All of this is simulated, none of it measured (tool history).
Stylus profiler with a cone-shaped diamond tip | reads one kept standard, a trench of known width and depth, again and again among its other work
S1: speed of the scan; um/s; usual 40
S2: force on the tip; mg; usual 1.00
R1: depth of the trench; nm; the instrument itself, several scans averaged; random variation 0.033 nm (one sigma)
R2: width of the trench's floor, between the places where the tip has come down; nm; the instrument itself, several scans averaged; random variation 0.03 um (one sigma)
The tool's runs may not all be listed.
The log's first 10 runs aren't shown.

run    hour   S1    S2      R1     R2
 11   617.2   40  2.78  100.55  28080
 12   665.5   40  2.78  100.54  28020
      672.0  -- height scale calibrated on a step standard
 13   755.8   40  2.78  100.54  28080
 14   804.0   40  0.86  100.02  27870
 15   853.0   40  1.00  100.13  27920
 16   912.3   40  1.00  100.04  27860
 17  1001.3   40  1.00  100.02  27850
 18  1077.7   74  2.17  100.32  27760
 19  1158.0   15  0.40   99.80  27990
 20  1207.8   20  1.00   99.99  27970
     1222.0  -- height scale calibrated on a step standard, once more
 21  1268.7   18  1.08  100.35  27970
 22  1314.3   68  2.30  100.68  27720
 23  1392.5   74  0.54  100.16  27280
 24  1484.7   46  0.52  100.18  27650
 25  1564.9   30  0.42  100.05  27710
 26  1649.8   30  0.42  100.07  27630
 27  1697.9  144  1.00  100.23  26870
 28  1787.2   98  2.27  100.52  27520
 29  1839.4   37  0.78  100.16  27590
 30  1896.5   27  1.95  100.48  27760
 31  1975.7   27  1.95  100.43  27830
 32  2020.2   27  1.95  100.42  27780

Forecast each of these 5 alternatives for the next run:
  A  2088.8   67  0.37   ?   ?
  B  2088.8  111  1.53   ?   ?
  C  2088.8   19  2.91   ?   ?
  D  2088.8   19  1.95   ?   ?
  E  2088.8   40  1.88   ?   ?

run      R1     R2
  A  100.03  27030
  B  100.31  27210
  C  100.67  27850
  D  100.45  27840
  E  100.41  27730
Without the tool's hidden state the same runs would have given:
run      R1     R2
  A  100.23  27840
  B  100.51  28030
  C  100.87  28670
  D  100.65  28650
  E  100.61  28550

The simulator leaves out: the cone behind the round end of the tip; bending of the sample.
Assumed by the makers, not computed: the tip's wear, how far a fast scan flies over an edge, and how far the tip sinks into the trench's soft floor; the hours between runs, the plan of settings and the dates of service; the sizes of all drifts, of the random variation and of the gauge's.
